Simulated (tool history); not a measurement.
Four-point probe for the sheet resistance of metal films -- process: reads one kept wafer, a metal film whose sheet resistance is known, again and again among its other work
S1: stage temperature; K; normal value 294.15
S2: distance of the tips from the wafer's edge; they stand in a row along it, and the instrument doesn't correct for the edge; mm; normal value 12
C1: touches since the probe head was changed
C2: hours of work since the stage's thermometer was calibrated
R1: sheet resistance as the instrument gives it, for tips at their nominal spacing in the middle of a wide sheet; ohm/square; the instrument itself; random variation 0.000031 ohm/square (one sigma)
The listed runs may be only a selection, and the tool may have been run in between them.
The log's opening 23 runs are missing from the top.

run    hour      S1  S2      C1    C2        R1
 24  2242.5  304.15  18   90927  1373  0.155325
 25  2316.2  302.15   5   93390  1418  0.156580
 26  2445.5  297.15  12   97714  1497  0.155498
 27  2551.1  307.15  13  101248  1562  0.155454
 28  2637.2  291.15  15  104125  1615  0.155361
 29  2716.9  293.15  60  106793  1664  0.155195
 30  2814.5  294.15  22  110056  1723  0.155313
 31  2895.7  294.15  22  112772  1773  0.155230
 32  2993.3  299.15  66  116037  1833  0.155211
 33  3060.8  303.15  14  118293  1874  0.155435
 34  3162.4  303.15  14  121691  1936  0.155433
 35  3248.5  303.15  14  124571  1989  0.155412
 36  3322.7  292.15  29  127052  2035  0.155222
 37  3381.2  292.15  29  129010  2070  0.155229
     3437.5  -- stage's thermometer calibrated
 38  3488.9  294.15   6  132594    31  0.156094
 39  3600.8  294.15   6  136336   100  0.156175
 40  3682.6  297.15  16  139072   150  0.155359
 41  3742.6  301.15   8  141079   187  0.155779
 42  3810.2  292.15  17  143341   228  0.155289
 43  3923.9  298.15  13  147145   298  0.155391
 44  4043.6  293.15  32  151148   371  0.155212

Below are 4 alternative next runs, each starting from the tool's condition after run 44. Predict each:
  A  4152.6  298.15  12  154792  438   ?
  B  4152.6  297.15   7  154792  438   ?
  C  4152.6  301.15   5  154792  438   ?
  D  4152.6  298.15   4  154792  438   ?

run        R1
  A  0.155474
  B  0.155871
  C  0.156553
  D  0.157332
What these runs would have given with no unlogged condition in the tool:
run        R1
  A  0.155473
  B  0.155870
  C  0.156551
  D  0.157330
